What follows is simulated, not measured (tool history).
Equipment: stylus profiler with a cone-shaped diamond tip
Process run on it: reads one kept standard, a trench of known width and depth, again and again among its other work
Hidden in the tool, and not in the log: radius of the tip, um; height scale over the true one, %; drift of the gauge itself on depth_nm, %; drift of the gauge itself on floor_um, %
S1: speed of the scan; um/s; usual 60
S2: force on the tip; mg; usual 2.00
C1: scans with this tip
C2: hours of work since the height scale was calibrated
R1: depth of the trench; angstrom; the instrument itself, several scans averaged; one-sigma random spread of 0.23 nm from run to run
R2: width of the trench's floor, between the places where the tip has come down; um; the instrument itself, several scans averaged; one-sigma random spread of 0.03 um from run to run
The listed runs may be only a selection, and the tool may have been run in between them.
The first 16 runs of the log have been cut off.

Run 17, hour 437.5: usual settings but S1 105 um/s, S2 3.24 mg; C1 1313; C2 297. Result: R1 10115.9 angstrom, R2 43.22 um.
Run 18, hour 457.4: usual settings but S1 44 um/s, S2 1.69 mg; C1 1353; C2 306. Result: R1 10070.5 angstrom, R2 43.47 um.
Run 19, hour 495.7: usual settings but S2 2.83 mg; C1 1429; C2 323. Result: R1 10105.5 angstrom, R2 43.40 um.
Run 20, hour 530.1: usual settings but S1 34 um/s, S2 1.89 mg; C1 1497; C2 338. Result: R1 10082.8 angstrom, R2 43.49 um.
Run 21, hour 567.6: usual settings but S1 232 um/s, S2 1.27 mg; C1 1572; C2 355. Result: R1 10058.6 angstrom, R2 41.76 um.
Run 22, hour 595.1: usual settings but S1 232 um/s, S2 1.27 mg; C1 1626; C2 368. Result: R1 10055.3 angstrom, R2 41.77 um.
Run 23, hour 625.7: usual settings but S1 120 um/s, S2 5.44 mg; C1 1687; C2 381. Result: R1 10164.2 angstrom, R2 43.24 um.
Run 24, hour 651.0: usual settings but S1 24 um/s; C1 1737; C2 393. Result: R1 10075.4 angstrom, R2 43.62 um.
Run 25, hour 683.7: usual settings but S1 44 um/s, S2 2.96 mg; C1 1802; C2 407. Result: R1 10106.3 angstrom, R2 43.53 um.
Run 26, hour 704.8: usual settings but S1 44 um/s, S2 2.96 mg; C1 1844; C2 417. Result: R1 10105.1 angstrom, R2 43.50 um.

The next listed run, before its measurement:
Run 27, hour 734.4: usual settings but S1 93 um/s, S2 1.00 mg; C1 1903; C2 430. Result: R1 ?, R2 ?.

{"run 27": {"R1": 10047.0, "R2": 42.79}}
With no hidden state in the tool, this same run would have given R1 10057.3 angstrom, R2 43.07 um.
